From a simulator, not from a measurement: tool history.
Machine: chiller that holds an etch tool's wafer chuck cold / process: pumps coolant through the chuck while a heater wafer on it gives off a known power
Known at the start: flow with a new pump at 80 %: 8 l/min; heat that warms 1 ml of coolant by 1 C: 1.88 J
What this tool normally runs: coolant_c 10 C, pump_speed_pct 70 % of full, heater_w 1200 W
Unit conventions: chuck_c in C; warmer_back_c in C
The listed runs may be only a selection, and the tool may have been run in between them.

run      day  coolant_c  pump_speed_pct  heater_w  chuck_c  warmer_back_c
  1        0         10              70      1200     21.1           6.12
  2    4.779         10              70      1200     21.1           6.23
  3   11.146         10              70      1200     21.1           6.17
  4   19.179         10              70      1200     21.4           6.27
  5   24.779         10              70      1200     20.6           5.52
  6   28.779         10              70      1200     20.6           5.47
  7     33.1         10              70      1200     20.8           5.54
  8   40.171         10              70      1200     20.7           5.57
  9   43.858         10              70      1200     20.8           5.55
 10   48.333         10              70      1200     20.7           5.49
 11   53.267         10              70      1200     20.8           5.57
 12   56.825         16              70      1200     26.9           5.58
 13   63.617         16              70      1200     27.2           5.54
 14   67.121         18              70      1200     29.1           5.56
 15     73.6         10              70      1200     21.4           5.61
 16   77.438         10              70      1200     19.8           5.58
 17   85.033         10              70      1200     19.8            5.6
 18   91.183          5              70      1200     14.8           5.59
 19   94.908          5              70      1200     14.8           5.55
 20   99.046         10              80      1108     18.3           4.64
 21  104.275         10              80      1108     18.7           4.53
 22  111.379          7              67      1108     16.6           5.42
 23  114.862         16              74      1108     25.1              5
 24  121.721          7              81      1200     16.6            4.9
 25  129.675          7              81      1200     16.5           4.94
 26  138.096          7              67      1229     18.1           6.16
 27  144.104          7              67      1229     18.3           6.16
 28  149.012         10              70       947     18.3           4.51
 29  157.271         10              70       947     18.6           4.57
 30  164.254          2              88      1676     14.8           6.47
 31  169.308          2              88      1676       15           6.48
 32   174.95          2              88      1676     15.1           6.42
 33  181.575          6              95       879     12.6           3.18

Missing from the log above: 3 entries noted between runs. For each, name the pair of listed runs it sits between and say how the tool's hidden condition differs from the listed run just before to the listed run just after:
From run 4 to run 5: coolant pump overhauled (day 20.167)
  heat passed by the chuck's channels, % of clean ones': 86.9 -> 86.3; flow at a given pump speed, % of a new pump's: 87.3 -> 100; coolant's true temperature over the reading, C: 0.01 -> 0.02
  what was measured, less what the result would be without the hidden state, chuck_c: +1.9 -> +1 C; warmer_back_c: +0.79 -> +0 C
From run 15 to run 16: coolant changed, channels flushed (day 76.692)
  heat passed by the chuck's channels, % of clean ones': 80.9 -> 99.7; flow at a given pump speed, % of a new pump's: 98 -> 97.8; coolant's true temperature over the reading, C: 0.12 -> 0.13
  what was measured, less what the result would be without the hidden state, chuck_c: +1.7 -> +0.3 C; warmer_back_c: +0.12 -> +0.12 C
From run 29 to run 30: chiller's thermometer calibrated (day 163.296)
  heat passed by the chuck's channels, % of clean ones': 90.7 -> 89.9; flow at a given pump speed, % of a new pump's: 94.5 -> 94.2; coolant's true temperature over the reading, C: 0.29 -> 0
  what was measured, less what the result would be without the hidden state, chuck_c: +1 -> +1.4 C; warmer_back_c: +0.25 -> +0.37 C
